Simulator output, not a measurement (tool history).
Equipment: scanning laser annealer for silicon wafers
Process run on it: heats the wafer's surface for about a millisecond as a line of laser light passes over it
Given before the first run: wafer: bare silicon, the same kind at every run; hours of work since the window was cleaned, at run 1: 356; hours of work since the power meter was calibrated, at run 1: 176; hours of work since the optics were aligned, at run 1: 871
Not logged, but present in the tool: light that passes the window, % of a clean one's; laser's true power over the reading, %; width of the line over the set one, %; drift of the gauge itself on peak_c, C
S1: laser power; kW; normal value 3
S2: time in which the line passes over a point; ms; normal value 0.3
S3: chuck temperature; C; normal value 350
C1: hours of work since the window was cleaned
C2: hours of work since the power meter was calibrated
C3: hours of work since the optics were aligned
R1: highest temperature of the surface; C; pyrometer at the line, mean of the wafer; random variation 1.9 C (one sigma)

| run | day | S1 | S2 | S3 | C1 | C2 | C3 | R1 |
|---|---|---|---|---|---|---|---|---|
| 1 | 0 | 3 | 0.3 | 350 | 356 | 176 | 871 | 1067 |
| 2 | 0.408 | 2.833 | 0.3 | 350 | 360 | 181 | 876 | 1026 |
| 3 | 0.717 | 2.833 | 0.3 | 350 | 364 | 185 | 879 | 1027 |
| 4 | 1.154 | 2.833 | 0.3 | 350 | 369 | 190 | 885 | 1027 |
| 5 | 1.596 | 2.833 | 0.3 | 350 | 374 | 195 | 890 | 1029 |
| 6 | 1.892 | 2.833 | 0.3 | 350 | 378 | 198 | 893 | 1025 |
| 7 | 2.096 | 3 | 0.3 | 350 | 380 | 201 | 895 | 1067 |
| 8 | 2.546 | 3 | 0.3 | 350 | 385 | 206 | 901 | 1068 |
| 9 | 2.904 | 3 | 0.3 | 350 | 389 | 210 | 905 | 1069 |
| 10 | 3.125 | 3 | 0.3 | 350 | 392 | 213 | 907 | 1065 |
| 11 | 3.521 | 3 | 0.3 | 350 | 396 | 217 | 912 | 1063 |
| 12 | 3.796 | 3 | 0.3 | 350 | 400 | 221 | 915 | 1064 |
|  | 4.038 | optics aligned, line set to its width |
| 13 | 4.388 | 3 | 0.3 | 350 | 404 | 225 | 4 | 1063 |
| 14 | 4.762 | 3 | 0.3 | 350 | 408 | 229 | 8 | 1060 |
| 15 | 5.25 | 2.976 | 0.3 | 350 | 414 | 235 | 14 | 1057 |
| 16 | 5.558 | 2.96 | 0.344 | 360 | 418 | 239 | 18 | 1120 |
| 17 | 6.038 | 2.96 | 0.344 | 360 | 423 | 244 | 23 | 1117 |
|  | 6.596 | optics aligned, line set to its width, once more |
| 18 | 6.596 | 2.96 | 0.344 | 360 | 427 | 248 | 0 | 1122 |
| 19 | 6.938 | 2.624 | 0.309 | 321 | 431 | 252 | 4 | 954 |
| 20 | 7.158 | 2.913 | 0.266 | 334 | 434 | 255 | 7 | 988 |
| 21 | 7.483 | 2.726 | 0.277 | 350 | 438 | 259 | 10 | 979 |
| 22 | 7.683 | 3 | 0.3 | 329 | 440 | 261 | 13 | 1048 |
| 23 | 8.142 | 3 | 0.225 | 350 | 445 | 266 | 18 | 969 |
| 24 | 8.458 | 2.86 | 0.245 | 380 | 449 | 270 | 22 | 996 |
| 25 | 8.958 | 2.75 | 0.3 | 341 | 455 | 276 | 27 | 998 |
| 26 | 9.367 | 2.989 | 0.24 | 338 | 460 | 280 | 32 | 975 |
| 27 | 9.629 | 2.615 | 0.255 | 350 | 463 | 284 | 35 | 921 |
| 28 | 9.962 | 3 | 0.239 | 350 | 466 | 287 | 39 | 986 |
| 29 | 10.212 | 3 | 0.239 | 350 | 469 | 290 | 42 | 986 |
| 30 | 10.529 | 3 | 0.239 | 350 | 473 | 294 | 46 | 984 |

Difference, measured minus no-hidden-state, one row per run. Run-to-run variation is common to both terms; the gauge's own scatter need not be:
| run | R1 |
|---|---|
| 1 | -25 |
| 2 | -24 |
| 3 | -24 |
| 4 | -24 |
| 5 | -24 |
| 6 | -25 |
| 7 | -26 |
| 8 | -27 |
| 9 | -27 |
| 10 | -27 |
| 11 | -28 |
| 12 | -28 |
| 13 | -30 |
| 14 | -30 |
| 15 | -29 |
| 16 | -32 |
| 17 | -32 |
| 18 | -25 |
| 19 | -22 |
| 20 | -23 |
| 21 | -22 |
| 22 | -24 |
| 23 | -22 |
| 24 | -22 |
| 25 | -24 |
| 26 | -23 |
| 27 | -21 |
| 28 | -23 |
| 29 | -24 |
| 30 | -24 |

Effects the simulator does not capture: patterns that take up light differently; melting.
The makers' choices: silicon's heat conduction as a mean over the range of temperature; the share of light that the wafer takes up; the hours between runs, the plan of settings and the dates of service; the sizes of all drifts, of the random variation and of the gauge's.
